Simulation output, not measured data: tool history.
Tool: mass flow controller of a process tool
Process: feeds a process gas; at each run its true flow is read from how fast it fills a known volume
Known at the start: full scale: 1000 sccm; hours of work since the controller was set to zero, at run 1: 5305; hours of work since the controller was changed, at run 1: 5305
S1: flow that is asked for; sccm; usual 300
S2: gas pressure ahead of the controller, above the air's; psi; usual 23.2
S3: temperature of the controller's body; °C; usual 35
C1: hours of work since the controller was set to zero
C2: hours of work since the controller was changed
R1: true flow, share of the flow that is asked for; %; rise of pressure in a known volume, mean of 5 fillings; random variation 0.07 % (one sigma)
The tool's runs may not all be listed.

run     day   S1    S2  S3    C1    C2     R1
  1       0  300  23.2  35  5305  5305  94.57
  2   3.267  300  23.2  35  5359  5359  94.64
  3   8.704  300  23.2  35  5448  5448  94.64
     11.729  -- controller exchanged for a calibrated one
  4  12.896  300  35.2  35    19    19  97.03
  5  17.958  537  23.2  35   102   102  98.11
  6  23.888  300  23.2  22   199   199  98.91
  7  27.525  300  23.2  22   259   259  98.74
  8  33.058  645  23.2  22   350   350  99.83
  9  38.175  300  23.2  23   434   434   98.8
 10  44.492  300  23.2  23   537   537  98.53
 11  47.392  300  23.2  23   585   585  98.54
 12  53.529  548  33.9  35   686   686  97.45
 13  60.046  548  33.9  35   793   793  97.42
     60.675  -- controller's zero set anew
 14  67.008  418  33.4  35   104   906  96.86
 15  72.017  300  35.1  35   186   989  96.46
 16  78.775  300  35.1  35   297  1099  96.49
     81.079  -- controller's zero set anew, once more
 17  81.842  293  38.9  24    12  1149  97.65
 18  88.562  300  23.2  22   123  1260  98.47
 19  95.633  300  22.8  22   239  1376  98.43
 20  99.158  300  22.8  22   297  1433  98.38

The next listed run, before its measurement:
 21  103.229  904  38.6  24  363  1500   ?

{"run 21": {"R1": 99.25}}
Without the tool's hidden state the same run would have given R1 99.61 %.
